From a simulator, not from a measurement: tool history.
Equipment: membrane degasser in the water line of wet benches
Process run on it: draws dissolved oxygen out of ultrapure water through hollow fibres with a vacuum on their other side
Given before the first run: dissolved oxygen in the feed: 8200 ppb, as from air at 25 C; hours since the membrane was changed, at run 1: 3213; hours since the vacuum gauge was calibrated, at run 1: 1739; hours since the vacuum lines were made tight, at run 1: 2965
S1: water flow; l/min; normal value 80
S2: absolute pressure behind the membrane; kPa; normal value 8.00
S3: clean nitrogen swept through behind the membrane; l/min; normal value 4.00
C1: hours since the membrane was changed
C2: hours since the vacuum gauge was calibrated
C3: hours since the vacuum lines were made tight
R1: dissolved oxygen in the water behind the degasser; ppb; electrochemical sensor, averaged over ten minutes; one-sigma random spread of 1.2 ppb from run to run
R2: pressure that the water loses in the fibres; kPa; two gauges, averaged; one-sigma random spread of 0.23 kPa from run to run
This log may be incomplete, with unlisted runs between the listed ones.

run 1 day=0.000 | S1=80 S2=8.00 S3=4.00 | C1=3213 C2=1739 C3=2965 | R1=224.0 R2=58.57
run 2 day=1.675 | S1=80 S2=8.00 S3=4.00 | C1=3254 C2=1779 C3=3005 | R1=222.6 R2=57.96
run 3 day=4.612 | S1=80 S2=8.00 S3=4.00 | C1=3324 C2=1849 C3=3075 | R1=222.0 R2=58.18
run 4 day=8.062 | S1=80 S2=8.00 S3=4.00 | C1=3407 C2=1932 C3=3158 | R1=222.3 R2=58.24
run 5 day=11.767 | S1=80 S2=8.00 S3=4.00 | C1=3496 C2=2021 C3=3247 | R1=222.7 R2=58.20
run 6 day=14.775 | S1=80 S2=8.00 S3=4.00 | C1=3568 C2=2093 C3=3319 | R1=220.4 R2=58.41
run 7 day=18.604 | S1=80 S2=8.00 S3=4.00 | C1=3660 C2=2185 C3=3411 | R1=221.2 R2=58.31
run 8 day=22.354 | S1=80 S2=8.00 S3=4.00 | C1=3750 C2=2275 C3=3501 | R1=220.8 R2=57.92
run 9 day=26.225 | S1=80 S2=8.00 S3=4.00 | C1=3843 C2=2368 C3=3594 | R1=222.7 R2=57.68
run 10 day=30.129 | S1=80 S2=8.00 S3=4.00 | C1=3937 C2=2462 C3=3688 | R1=222.0 R2=58.19
run 11 day=32.021 | S1=80 S2=8.00 S3=4.00 | C1=3982 C2=2507 C3=3733 | R1=219.3 R2=57.69
run 12 day=34.012 | S1=80 S2=8.00 S3=4.00 | C1=4030 C2=2555 C3=3781 | R1=219.0 R2=58.01
run 13 day=37.117 | S1=80 S2=8.00 S3=4.00 | C1=4104 C2=2629 C3=3855 | R1=219.8 R2=58.26
run 14 day=38.912 | S1=100 S2=8.00 S3=4.00 | C1=4147 C2=2673 C3=3899 | R1=285.8 R2=72.43
run 15 day=42.633 | S1=80 S2=12.14 S3=4.00 | C1=4237 C2=2762 C3=3988 | R1=387.3 R2=58.30
run 16 day=44.404 | S1=76 S2=12.14 S3=4.00 | C1=4279 C2=2804 C3=4030 | R1=366.9 R2=55.87
run 17 day=46.100 | S1=83 S2=6.68 S3=11.72 | C1=4320 C2=2845 C3=4071 | R1=74.9 R2=60.65
run 18 day=50.133 | S1=83 S2=6.68 S3=11.72 | C1=4417 C2=2942 C3=4168 | R1=74.3 R2=60.04
run 19 day=52.783 | S1=107 S2=11.68 S3=2.97 | C1=4480 C2=3005 C3=4231 | R1=619.7 R2=77.61
run 20 day=54.633 | S1=105 S2=8.00 S3=2.38 | C1=4525 C2=3050 C3=4276 | R1=432.6 R2=76.36
-- day=55.104 gauge calibrated
run 21 day=57.021 | S1=128 S2=19.46 S3=3.05 | C1=4582 C2=3107 C3=4333 | R1=1264.5 R2=93.23
run 22 day=59.654 | S1=128 S2=8.45 S3=6.19 | C1=4645 C2=3170 C3=4396 | R1=325.1 R2=92.76
run 23 day=61.833 | S1=128 S2=8.45 S3=6.19 | C1=4697 C2=3223 C3=4449 | R1=326.1 R2=93.12
run 24 day=64.029 | S1=103 S2=6.23 S3=5.15 | C1=4750 C2=3275 C3=4501 | R1=174.8 R2=75.26
run 25 day=67.854 | S1=78 S2=11.01 S3=2.12 | C1=4842 C2=3367 C3=4593 | R1=562.8 R2=56.73
run 26 day=71.208 | S1=76 S2=6.94 S3=4.00 | C1=4922 C2=3448 C3=4674 | R1=166.4 R2=55.33
run 27 day=74.183 | S1=76 S2=6.94 S3=4.00 | C1=4994 C2=3519 C3=4745 | R1=165.2 R2=54.97
run 28 day=77.292 | S1=76 S2=10.96 S3=8.36 | C1=5068 C2=3594 C3=4820 | R1=174.0 R2=55.70
run 29 day=80.808 | S1=76 S2=10.96 S3=8.36 | C1=5153 C2=3678 C3=4904 | R1=173.2 R2=55.09
run 30 day=82.642 | S1=124 S2=7.96 S3=4.00 | C1=5197 C2=3722 C3=4948 | R1=375.7 R2=90.23
run 31 day=84.375 | S1=124 S2=7.96 S3=4.00 | C1=5238 C2=3764 C3=4990 | R1=375.7 R2=90.24

Subtracting, for every run, the result it would have given without the tool's unlogged condition from the measured result gives the following. The same run-to-run variation enters both numbers; the gauge's scatter may not:
Hidden state present: membrane still open, %; true pressure behind the membrane over the reading, kPa; air that leaks in behind the membrane, l/min; drift of the gauge itself on oxygen_ppb, %; drift of the gauge itself on loss_of_pressure_kpa, %.
run=1 R1=+0.1
run=2 R1=-0.2
run=3 R1=-0.5
run=4 R1=-0.9
run=5 R1=-1.3
run=6 R1=-1.6
run=7 R1=-2.1
run=8 R1=-2.5
run=9 R1=-3.0
run=10 R1=-3.4
run=11 R1=-3.6
run=12 R1=-3.9
run=13 R1=-4.2
run=14 R1=-5.8
run=15 R1=-8.7
run=16 R1=-8.6
run=17 R1=-1.8
run=18 R1=-1.9
run=19 R1=-17.3
run=20 R1=-12.4
run=21 R1=-1.1
run=22 R1=-0.6
run=23 R1=-1.1
run=24 R1=-0.8
run=25 R1=-3.7
run=26 R1=-1.3
run=27 R1=-1.6
run=28 R1=-2.0
run=29 R1=-2.3
run=30 R1=-5.2
run=31 R1=-5.6
R2 without the hidden state stays within 0.03 kPa of what was measured, in all runs.
